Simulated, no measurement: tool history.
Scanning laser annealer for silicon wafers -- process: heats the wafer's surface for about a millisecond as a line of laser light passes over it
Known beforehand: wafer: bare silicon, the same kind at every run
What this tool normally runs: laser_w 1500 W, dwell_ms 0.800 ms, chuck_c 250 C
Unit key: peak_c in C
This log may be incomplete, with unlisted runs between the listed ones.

| run | hour | laser_w | dwell_ms | chuck_c | peak_c |
|---|---|---|---|---|---|
| 1 | 0.0 | 1500 | 0.800 | 250 | 998 |
| 2 | 61.7 | 1500 | 0.834 | 250 | 1014 |
| 3 | 100.7 | 1500 | 0.571 | 250 | 870 |
| 4 | 137.4 | 1500 | 0.571 | 250 | 874 |
| 5 | 162.8 | 1500 | 0.800 | 250 | 995 |
| 6 | 202.1 | 1500 | 0.800 | 249 | 995 |
| 7 | 262.4 | 1500 | 0.617 | 249 | 893 |
| 8 | 306.4 | 1500 | 0.617 | 249 | 896 |
| 9 | 345.0 | 1500 | 0.800 | 250 | 988 |
|  | 374.9 | window over the wafer cleaned |
| 10 | 388.0 | 1500 | 0.800 | 250 | 1025 |
| 11 | 428.8 | 1556 | 0.800 | 250 | 1057 |
| 12 | 475.2 | 1556 | 0.800 | 250 | 1056 |
| 13 | 531.3 | 1500 | 0.800 | 250 | 1016 |
| 14 | 584.5 | 1428 | 0.800 | 250 | 974 |
|  | 607.1 | optics aligned, line set to its width |
| 15 | 631.0 | 1428 | 0.800 | 250 | 978 |
| 16 | 678.6 | 1428 | 0.800 | 250 | 977 |
| 17 | 716.0 | 1500 | 0.800 | 250 | 1020 |
| 18 | 767.3 | 1500 | 0.800 | 253 | 1022 |
| 19 | 830.0 | 1500 | 0.800 | 235 | 1004 |
| 20 | 871.0 | 1500 | 0.800 | 235 | 1002 |
| 21 | 930.6 | 1500 | 0.645 | 250 | 934 |
| 22 | 990.3 | 1441 | 0.645 | 269 | 920 |
| 23 | 1051.2 | 1441 | 0.645 | 269 | 919 |
| 24 | 1111.6 | 1543 | 0.645 | 242 | 943 |
| 25 | 1168.0 | 1543 | 0.974 | 290 | 1161 |
| 26 | 1196.0 | 1543 | 0.974 | 290 | 1165 |
| 27 | 1223.9 | 1500 | 0.800 | 219 | 974 |
| 28 | 1282.8 | 1470 | 0.937 | 219 | 1019 |
| 29 | 1315.0 | 1545 | 0.643 | 283 | 981 |
| 30 | 1356.7 | 1545 | 0.643 | 218 | 916 |
| 31 | 1385.8 | 1545 | 0.758 | 218 | 981 |
| 32 | 1419.1 | 1578 | 0.833 | 240 | 1058 |
| 33 | 1466.4 | 1578 | 0.833 | 240 | 1057 |
| 34 | 1511.0 | 1458 | 0.800 | 250 | 975 |
| 35 | 1547.1 | 1458 | 0.717 | 250 | 935 |
| 36 | 1583.5 | 1458 | 0.890 | 229 | 994 |
| 37 | 1621.2 | 1471 | 0.800 | 288 | 1020 |
| 38 | 1681.9 | 1646 | 0.760 | 250 | 1065 |
| 39 | 1718.6 | 1646 | 0.760 | 269 | 1084 |
| 40 | 1757.6 | 1646 | 0.760 | 269 | 1084 |

Predict each of these 3 candidate next runs independently; none follows another, all start after run 40:
| A | 1785.7 | 1319 | 0.689 | 263 | ? |
| B | 1785.7 | 1549 | 0.978 | 227 | ? |
| C | 1785.7 | 1396 | 0.760 | 247 | ? |

| run | peak_c |
|---|---|
| A | 854 |
| B | 1087 |
| C | 911 |
With the hidden condition removed and each run's random variation left untouched, the same runs would have given:
| run | peak_c |
|---|---|
| A | 877 |
| B | 1120 |
| C | 936 |

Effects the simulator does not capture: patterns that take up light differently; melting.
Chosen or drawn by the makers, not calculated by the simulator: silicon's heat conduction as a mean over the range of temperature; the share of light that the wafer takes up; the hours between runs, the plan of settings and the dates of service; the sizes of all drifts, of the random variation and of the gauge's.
